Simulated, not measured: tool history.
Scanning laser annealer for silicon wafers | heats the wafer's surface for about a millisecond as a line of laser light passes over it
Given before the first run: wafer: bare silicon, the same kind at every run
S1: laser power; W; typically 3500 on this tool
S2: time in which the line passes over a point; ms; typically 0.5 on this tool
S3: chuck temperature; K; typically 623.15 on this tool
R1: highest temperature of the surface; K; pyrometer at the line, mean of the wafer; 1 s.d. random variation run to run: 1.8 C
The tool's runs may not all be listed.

run,day,S1,S2,S3,R1
1,0,3500,0.5,623.15,1304.15
2,1.438,3500,0.5,623.15,1321.15
3,3.188,3500,0.5,623.15,1317.15
4,4.854,3500,0.5,623.15,1315.15
5,6.629,3500,0.5,623.15,1311.15
6,7.583,3500,0.616,623.15,1386.15
7,8.583,3500,0.616,623.15,1382.15
8,10.125,3500,0.616,623.15,1380.15
9,11.842,3500,0.5,646.15,1330.15
10,13.596,3500,0.5,613.15,1295.15
11,15.117,3521,0.5,623.15,1310.15
12,16.254,3521,0.5,623.15,1307.15
13,17.579,3500,0.5,623.15,1298.15
14,19.071,3500,0.5,623.15,1298.15
15,20.746,3777,0.5,623.15,1355.15
16,21.596,3777,0.5,623.15,1347.15
17,22.942,3777,0.5,623.15,1350.15
18,24.025,3777,0.5,623.15,1352.15
19,24.996,3500,0.5,623.15,1289.15
20,26.379,3500,0.5,623.15,1293.15
21,28.15,3500,0.5,623.15,1287.15
22,29.242,3687,0.372,611.15,1220.15
23,30.675,3307,0.5,623.15,1248.15
24,31.654,3307,0.5,623.15,1249.15
25,32.662,3500,0.416,653.15,1261.15
26,34.392,3500,0.418,653.15,1258.15
27,36.088,3500,0.418,653.15,1286.15
28,38.062,3201,0.5,623.15,1247.15
29,39.483,3272,0.5,648.15,1289.15
30,40.896,3500,0.381,595.15,1199.15
31,42.533,3500,0.381,595.15,1199.15
32,44.125,3382,0.5,623.15,1277.15
33,45.267,3382,0.5,623.15,1279.15
34,46.808,3382,0.5,623.15,1278.15
35,48.554,3733,0.583,634.15,1412.15
36,49.75,3405,0.449,621.15,1242.15
37,50.717,3576,0.417,623.15,1253.15
38,52.192,3500,0.444,600.15,1235.15
39,53.492,3500,0.444,600.15,1230.15
40,54.867,3149,0.558,623.15,1253.15
41,56.571,3434,0.446,623.15,1241.15
42,58.492,3252,0.356,623.15,1148.15

Removed from this log: 2 entries logged between the listed runs. Between which two listed runs does each belong, and how does the tool's hidden state at the listed run before it compare with that at the listed run after it?
Between runs 1 and 2: optics aligned, line set to its width (day 0.65)
  light that passes the window, % of a clean one's: 99.73 -> 99.58; laser's true power over the reading, %: -0.27 -> -0.26; width of the line over the set one, %: 4.79 -> 0.25
  measured result minus the result with no hidden state, R1: -22 -> -6 K
Between runs 26 and 27: window over the wafer cleaned (day 34.604)
  light that passes the window, % of a clean one's: 95.09 -> 99.65; laser's true power over the reading, %: -0.18 -> -0.17; width of the line over the set one, %: 1.97 -> 2.06
  measured result minus the result with no hidden state, R1: -41 -> -11 K

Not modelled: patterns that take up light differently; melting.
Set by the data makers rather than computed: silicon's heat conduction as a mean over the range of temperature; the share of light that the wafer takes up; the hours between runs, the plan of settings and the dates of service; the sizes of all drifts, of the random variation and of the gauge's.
